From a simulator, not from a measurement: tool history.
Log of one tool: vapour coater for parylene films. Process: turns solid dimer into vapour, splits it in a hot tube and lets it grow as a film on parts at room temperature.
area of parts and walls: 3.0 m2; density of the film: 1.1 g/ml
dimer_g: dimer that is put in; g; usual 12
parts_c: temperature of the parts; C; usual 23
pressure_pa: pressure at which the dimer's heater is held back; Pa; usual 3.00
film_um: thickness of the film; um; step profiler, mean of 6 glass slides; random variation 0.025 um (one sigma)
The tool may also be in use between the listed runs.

run,day,dimer_g,parts_c,pressure_pa,film_um
1,0.000,12,23,3.00,2.91
2,1.217,12,23,3.00,2.92
3,2.250,12,23,8.74,2.31
4,3.371,12,31,8.74,1.78
5,4.958,12,31,8.74,1.77
6,6.838,12,31,8.74,1.83
7,8.467,12,31,8.74,1.82
8,9.971,12,31,8.74,1.76
9,11.446,12,23,3.00,2.89
10,13.146,11,23,8.23,2.07
11,15.088,7,18,7.80,1.57
12,16.362,10,21,2.06,2.71
13,17.946,18,27,2.06,4.19
14,19.683,20,34,4.03,3.17
15,21.296,12,15,9.24,2.78
16,22.854,12,15,9.24,2.75
17,24.679,11,24,9.15,1.93

5 ways to go on from here, each from the tool as it stands after run 17. What would each give?
A,25.804,12,23,2.39,?
B,25.804,13,23,8.37,?
C,25.804,12,21,2.43,?
D,25.804,13,24,9.15,?
E,25.804,8,24,8.22,?

run,film_um
A,2.93
B,2.41
C,3.08
D,2.26
E,1.42
Without the tool's hidden state the same runs would have given:
run,film_um
A,3.15
B,2.60
C,3.31
D,2.43
E,1.53

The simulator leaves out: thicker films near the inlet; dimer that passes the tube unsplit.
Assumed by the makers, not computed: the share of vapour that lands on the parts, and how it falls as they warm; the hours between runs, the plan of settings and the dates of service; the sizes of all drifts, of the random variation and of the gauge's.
